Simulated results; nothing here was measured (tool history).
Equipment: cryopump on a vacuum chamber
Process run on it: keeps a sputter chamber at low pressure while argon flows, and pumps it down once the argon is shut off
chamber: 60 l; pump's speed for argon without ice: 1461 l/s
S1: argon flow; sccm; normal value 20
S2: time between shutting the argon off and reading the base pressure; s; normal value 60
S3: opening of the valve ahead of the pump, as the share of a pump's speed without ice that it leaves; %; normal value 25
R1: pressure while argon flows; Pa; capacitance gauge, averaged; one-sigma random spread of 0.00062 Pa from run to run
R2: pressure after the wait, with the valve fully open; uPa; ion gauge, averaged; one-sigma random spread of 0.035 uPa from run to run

run     day  S1   S2  S3      R1    R2
  1   0.000  20   60  25  0.0998  4.68
  2   1.025  20   60  25  0.1000  4.78
      1.592  -- pump warmed up, emptied and cooled again
  3   1.825  20   60  25  0.0926  4.16
  4   2.750  20   60  25  0.0931  3.99
  5   3.888  20   60  25  0.0933  4.23
  6   5.083  20   60  25  0.0936  4.39
  7   6.067  20   59  25  0.0937  4.36
      6.721  -- leaking fittings of the chamber tightened, without venting
  8   7.196  20   59  25  0.0937  1.97
  9   8.033  20   60  25  0.0962  1.92
 10   9.217  20   60  46  0.0536  2.00
 11  10.562  20   60  46  0.0526  1.99
 12  11.592  20   60  25  0.0953  2.04
 13  12.925  20   60  25  0.0969  2.05
 14  13.842  20   60  25  0.0973  2.08
 15  14.658  20   60  25  0.0969  2.12
 16  15.312  20   60  25  0.0977  2.11
 17  16.371  20   60  25  0.1000  2.19
 18  17.117   9   60  51  0.0231  2.20
 19  17.700  30   94  42  0.0915  1.52
 20  18.817  30   94  42  0.0931  1.61
 21  20.108  20   20  59  0.0472  5.69
 22  21.538  34  283  20  0.2122  0.98
 23  22.921  34  283  20  0.2121  1.04
     23.625  -- pump warmed up, emptied and cooled again
 24  24.092  32  283  55  0.0676  0.81
 25  25.221  17   80  15  0.1312  1.84
 26  26.129  28   48  39  0.0847  2.62

What does the tool deliver on the next run?
 27  27.083  19  42  18   ?   ?

Run 27 came out at R1 0.1240 Pa, R2 3.02 uPa.
Had the tool carried no hidden state, the very same run would have given R1 0.1227 Pa, R2 2.64 uPa.

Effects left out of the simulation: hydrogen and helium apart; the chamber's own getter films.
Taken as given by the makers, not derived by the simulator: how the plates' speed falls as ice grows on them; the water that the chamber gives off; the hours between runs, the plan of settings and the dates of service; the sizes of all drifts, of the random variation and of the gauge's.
